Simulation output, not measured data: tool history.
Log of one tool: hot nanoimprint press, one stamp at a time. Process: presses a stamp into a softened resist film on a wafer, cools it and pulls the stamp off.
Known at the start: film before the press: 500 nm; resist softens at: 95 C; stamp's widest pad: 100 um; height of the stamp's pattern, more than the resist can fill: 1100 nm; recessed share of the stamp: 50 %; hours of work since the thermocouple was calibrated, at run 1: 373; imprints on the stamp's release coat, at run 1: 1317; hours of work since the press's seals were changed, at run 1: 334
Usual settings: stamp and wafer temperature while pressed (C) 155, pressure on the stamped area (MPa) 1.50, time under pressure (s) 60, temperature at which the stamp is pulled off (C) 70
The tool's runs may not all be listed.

run	day	stamp and wafer temperature while pressed (C)	pressure on the stamped area (MPa)	time under pressure (s)	temperature at which the stamp is pulled off (C)	hours of work since the thermocouple was calibrated	imprints on the stamp's release coat	hours of work since the press's seals were changed	resist left under the stamp's widest pad (Å)	greatest force while the stamp is pulled off (N)
1	0.000	155	1.50	60	70	373	1317	334	1954	235
2	2.488	155	1.25	60	70	402	1531	363	2135	253
3	3.575	155	1.25	60	70	414	1625	375	2126	259
# day 4.688: stamp cleaned and given a new release coat
4	5.717	155	1.25	60	70	436	89	397	2114	190
5	6.858	155	1.25	60	70	450	187	411	2123	201
6	8.042	155	1.25	60	70	463	289	424	2111	192
7	10.621	155	1.25	60	70	493	511	454	2138	208
8	11.954	155	1.50	60	70	508	625	469	1923	217
# day 12.842: plate thermocouple calibrated
9	13.450	155	1.68	60	70	7	743	485	1963	219
10	16.096	155	1.68	60	70	38	971	516	1977	222
11	17.279	155	1.68	60	66	51	1073	530	1953	253
# day 17.817: press's hydraulic seals changed and the load cell set to zero
12	18.688	155	1.68	60	66	64	1165	10	1897	233
13	20.321	155	1.50	60	70	83	1306	29	2049	253
14	21.879	155	1.50	60	70	101	1440	47	2073	249
15	24.496	155	1.50	60	70	131	1665	77	2039	270
# day 25.279: stamp cleaned and given a new release coat
16	26.704	162	1.50	50	70	154	123	100	1659	196
17	29.250	162	1.50	50	70	183	342	129	1666	200
18	31.096	165	1.40	93	70	204	500	151	1221	212
19	32.558	155	1.50	35	68	221	626	168	2412	214
20	34.212	147	1.50	35	71	240	769	187	3194	221
21	36.112	144	1.91	41	78	262	932	209	3052	208
22	37.833	149	1.50	60	70	282	1081	229	2526	228
23	40.371	149	1.50	60	70	312	1299	258	2517	252
24	42.221	149	1.50	60	70	333	1458	279	2501	262
25	43.458	155	1.50	60	64	347	1564	294	1969	279
# day 45.346: stamp cleaned and given a new release coat
26	46.029	155	1.35	62	70	374	59	321	2055	196
27	47.629	155	1.35	62	70	393	197	339	2037	199
28	48.842	155	1.64	89	70	407	301	353	1627	201
29	49.925	155	1.64	89	70	419	394	366	1607	208

5 ways to go on from here, each from the tool as it stands after run 29. What would each give?
A	51.292	155	1.24	60	70	435	512	381	?	?
B	51.292	166	1.97	89	71	435	512	381	?	?
C	51.292	153	1.50	65	70	435	512	381	?	?
D	51.292	155	1.34	88	63	435	512	381	?	?
E	51.292	149	1.64	48	68	435	512	381	?	?

run	resist left under the stamp's widest pad (Å)	greatest force while the stamp is pulled off (N)
A	2152	207
B	949	201
C	2017	208
D	1819	234
E	2528	209
Without the tool's hidden state the same runs would have given:
run	resist left under the stamp's widest pad (Å)	greatest force while the stamp is pulled off (N)
A	2303	190
B	1007	185
C	2163	191
D	1952	215
E	2703	192
